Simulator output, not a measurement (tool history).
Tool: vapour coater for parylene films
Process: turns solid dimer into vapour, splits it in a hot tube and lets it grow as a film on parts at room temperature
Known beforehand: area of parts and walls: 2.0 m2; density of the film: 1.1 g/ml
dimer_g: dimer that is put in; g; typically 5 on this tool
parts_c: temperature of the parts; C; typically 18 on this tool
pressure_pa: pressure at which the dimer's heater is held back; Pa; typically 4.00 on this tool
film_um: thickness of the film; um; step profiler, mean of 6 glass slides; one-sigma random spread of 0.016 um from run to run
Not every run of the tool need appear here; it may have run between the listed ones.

run     day  dimer_g  parts_c  pressure_pa  film_um
  1   0.000        5       18         4.00     1.49
  2   1.058        5       18         6.18     1.38
  3   2.117        5       18         4.00     1.46
  4   3.417        5       18         4.00     1.48
  5   4.696        5       18         3.89     1.47
  6   5.721        5       18         3.89     1.48
  7   7.196        5       21         4.00     1.41
  8   8.179        5       21         4.00     1.38
  9   9.346        5       15         4.00     1.51
 10  10.312        5       15         4.00     1.51
 11  11.588        5       15         2.47     1.59
 12  13.058        5       15         2.47     1.61
 13  13.700        5       15         2.47     1.59
 14  14.571        5       15         2.47     1.58
 15  15.242        5       18         4.00     1.39
     15.508  -- trap's valve overhauled
 16  16.146        5       18         4.00     1.37
 17  17.567        3       10         4.03     0.93
 18  18.979        4       11         5.43     1.13
 19  20.483        3       18        10.55     0.70
 20  21.646        3       18        10.55     0.68
 21  22.379        3       18        10.55     0.68
     23.208  -- trap's valve overhauled, once more
 22  23.279        3       18        10.55     0.77
 23  23.912        5       18         8.50     1.34
 24  24.567        5       18         2.84     1.55
 25  25.746        8       18         3.23     2.44
 26  26.633        5       14         2.56     1.68
 27  27.983        8       18         4.00     2.35
 28  28.871        8       18         4.00     2.35
 29  29.912        4       22         5.69     1.04
 30  30.742        5       24         6.52     1.22

Branching from run 30: 5 alternative next runs. What would each branch give?
  A  32.067        6       15        11.00        ?
  B  32.067        4       18         4.00        ?
  C  32.067        3       18         4.00        ?
  D  32.067        7       24         6.00        ?
  E  32.067        3       28         3.86        ?

run  film_um
  A     1.59
  B     1.14
  C     0.87
  D     1.75
  E     0.75
Had the tool no hidden state, the same runs would have come out as:
run  film_um
  A     1.66
  B     1.20
  C     0.91
  D     1.83
  E     0.79

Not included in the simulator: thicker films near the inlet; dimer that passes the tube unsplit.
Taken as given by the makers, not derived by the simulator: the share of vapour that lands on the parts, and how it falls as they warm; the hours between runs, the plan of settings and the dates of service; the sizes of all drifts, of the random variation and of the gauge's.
